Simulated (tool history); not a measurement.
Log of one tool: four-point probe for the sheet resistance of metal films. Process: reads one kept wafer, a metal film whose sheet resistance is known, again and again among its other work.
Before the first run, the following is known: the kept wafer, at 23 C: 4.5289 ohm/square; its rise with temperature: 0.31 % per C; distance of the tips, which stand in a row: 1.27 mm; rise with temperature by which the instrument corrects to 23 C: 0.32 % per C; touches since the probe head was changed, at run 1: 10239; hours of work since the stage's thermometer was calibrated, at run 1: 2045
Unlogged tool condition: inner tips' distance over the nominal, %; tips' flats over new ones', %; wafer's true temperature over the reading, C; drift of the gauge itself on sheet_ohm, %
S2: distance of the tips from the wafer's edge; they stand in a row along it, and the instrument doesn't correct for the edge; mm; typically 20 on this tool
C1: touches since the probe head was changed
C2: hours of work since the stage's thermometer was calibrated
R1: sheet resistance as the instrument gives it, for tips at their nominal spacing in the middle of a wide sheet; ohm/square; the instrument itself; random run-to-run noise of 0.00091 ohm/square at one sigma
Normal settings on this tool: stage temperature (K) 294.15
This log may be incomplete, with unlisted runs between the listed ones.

run 1 hour=0 | stage_temperature_(K)=294.15 S2=20 | C1=10239 C2=2045 | R1=4.526706
run 2 hour=8.5 | stage_temperature_(K)=294.15 S2=20 | C1=10439 C2=2048 | R1=4.530254
-- hour=10.4 stage's thermometer calibrated
run 3 hour=26.2 | stage_temperature_(K)=293.15 S2=20 | C1=10845 C2=7 | R1=4.533516
run 4 hour=37 | stage_temperature_(K)=293.15 S2=20 | C1=11098 C2=12 | R1=4.533925
run 5 hour=54.2 | stage_temperature_(K)=293.15 S2=48 | C1=11504 C2=20 | R1=4.526087
-- hour=69.7 stage's thermometer calibrated, once more
run 6 hour=70.3 | stage_temperature_(K)=293.15 S2=48 | C1=11872 C2=0 | R1=4.516619
run 7 hour=80.1 | stage_temperature_(K)=293.15 S2=48 | C1=12103 C2=5 | R1=4.51802
run 8 hour=88.7 | stage_temperature_(K)=293.15 S2=48 | C1=12305 C2=9 | R1=4.516682
run 9 hour=97.7 | stage_temperature_(K)=294.15 S2=40 | C1=12517 C2=13 | R1=4.516087
run 10 hour=115.9 | stage_temperature_(K)=294.15 S2=40 | C1=12946 C2=21 | R1=4.515902
run 11 hour=127.9 | stage_temperature_(K)=294.15 S2=10 | C1=13230 C2=26 | R1=4.554126
run 12 hour=142 | stage_temperature_(K)=304.15 S2=10 | C1=13561 C2=33 | R1=4.550683
run 13 hour=155.9 | stage_temperature_(K)=304.15 S2=10 | C1=13889 C2=39 | R1=4.549472
run 14 hour=172.7 | stage_temperature_(K)=297.15 S2=21 | C1=14284 C2=47 | R1=4.522308
run 15 hour=181.4 | stage_temperature_(K)=297.15 S2=43 | C1=14490 C2=51 | R1=4.51482
run 16 hour=190.6 | stage_temperature_(K)=294.15 S2=20 | C1=14707 C2=55 | R1=4.521908
run 17 hour=208.5 | stage_temperature_(K)=294.15 S2=20 | C1=15129 C2=63 | R1=4.522874
run 18 hour=225.1 | stage_temperature_(K)=294.15 S2=20 | C1=15520 C2=70 | R1=4.522041
run 19 hour=243.2 | stage_temperature_(K)=302.15 S2=10 | C1=15947 C2=79 | R1=4.550473
run 20 hour=260.9 | stage_temperature_(K)=302.15 S2=10 | C1=16363 C2=87 | R1=4.549675
run 21 hour=268.7 | stage_temperature_(K)=297.15 S2=10 | C1=16548 C2=90 | R1=4.55199

Selected run-to-run steps in R1, each split into two signed amounts: the part the tool would show with no hidden state at all (from settings, incoming material and random variation), and the remainder, which goes to the hidden state together with any gauge scatter not common to the measured and the hidden-state-free results:
Run 2 -> 3: stage temperature (K) 294.15 -> 293.15, stage's thermometer calibrated. R1 +0.003262 ohm/square: hidden state +0.003599, all else -0.000337.
Run 5 -> 6: stage's thermometer calibrated, once more. R1 -0.009468 ohm/square: hidden state -0.009637, all else +0.000169.
Run 10 -> 11: S2 40 -> 10. R1 +0.038224 ohm/square: hidden state -0.000172, all else +0.038396.
Run 18 -> 19: stage temperature (K) 294.15 -> 302.15, S2 20 -> 10. R1 +0.028432 ohm/square: hidden state -0.000166, all else +0.028598.

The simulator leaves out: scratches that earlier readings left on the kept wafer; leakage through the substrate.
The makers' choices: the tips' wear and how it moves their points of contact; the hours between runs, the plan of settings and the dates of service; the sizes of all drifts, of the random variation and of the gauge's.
